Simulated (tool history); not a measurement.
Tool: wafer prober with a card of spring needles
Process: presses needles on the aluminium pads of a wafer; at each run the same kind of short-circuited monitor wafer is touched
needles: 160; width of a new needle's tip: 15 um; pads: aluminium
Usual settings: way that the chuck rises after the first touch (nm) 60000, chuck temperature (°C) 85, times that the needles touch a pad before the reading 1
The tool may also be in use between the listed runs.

run	hour	way that the chuck rises after the first touch (nm)	chuck temperature (°C)	times that the needles touch a pad before the reading	resistance of one needle with its contact and lead (mohm)	way that a needle slides on the pad (nm)
1	0.0	60000	85	1	195	8450
# hour 3.0: tips cleaned on abrasive film
# hour 16.6: tips cleaned on abrasive film
2	22.5	60000	85	1	196	8480
# hour 31.2: tips cleaned on abrasive film
# hour 45.0: tips cleaned on abrasive film
3	50.9	60000	85	1	193	8480
# hour 60.9: tips cleaned on abrasive film
4	69.7	60000	108	1	199	8470
# hour 74.9: tips cleaned on abrasive film
# hour 89.7: tips cleaned on abrasive film
5	101.5	60000	108	1	202	8460
# hour 104.5: tips cleaned on abrasive film
6	115.9	60000	108	1	197	8490
# hour 120.6: tips cleaned on abrasive film
7	130.6	60000	85	1	196	8480
# hour 135.1: tips cleaned on abrasive film
# hour 150.4: tips cleaned on abrasive film
8	161.9	60000	85	1	198	8510
# hour 164.2: tips cleaned on abrasive film
# hour 178.1: tips cleaned on abrasive film
9	185.5	60000	29	1	183	8540
# hour 194.2: tips cleaned on abrasive film
# hour 208.8: tips cleaned on abrasive film
10	218.1	60000	29	1	185	8510
# hour 224.7: tips cleaned on abrasive film
# hour 239.4: tips cleaned on abrasive film
11	243.3	60000	29	1	182	8530
# hour 254.6: tips cleaned on abrasive film
# hour 270.1: tips cleaned on abrasive film
12	272.6	60000	29	1	185	8520
# hour 284.1: tips cleaned on abrasive film
# hour 297.7: tips cleaned on abrasive film
13	303.5	68000	85	1	194	9680
# hour 312.8: tips cleaned on abrasive film
# hour 320.6: height of the first contact set anew
14	322.2	60000	64	1	190	8570
# hour 327.6: tips cleaned on abrasive film
# hour 342.8: tips cleaned on abrasive film
15	345.6	60000	64	1	189	8570

Forecast run 16:
# hour 357.7: tips cleaned on abrasive film
# hour 372.5: tips cleaned on abrasive film
16	374.3	60000	64	1	?	?

Run 16 gave resistance of one needle with its contact and lead (mohm) 192, way that a needle slides on the pad (nm) 8560.
Without the tool's hidden state the same run would have given resistance of one needle with its contact and lead (mohm) 191, way that a needle slides on the pad (nm) 8410.
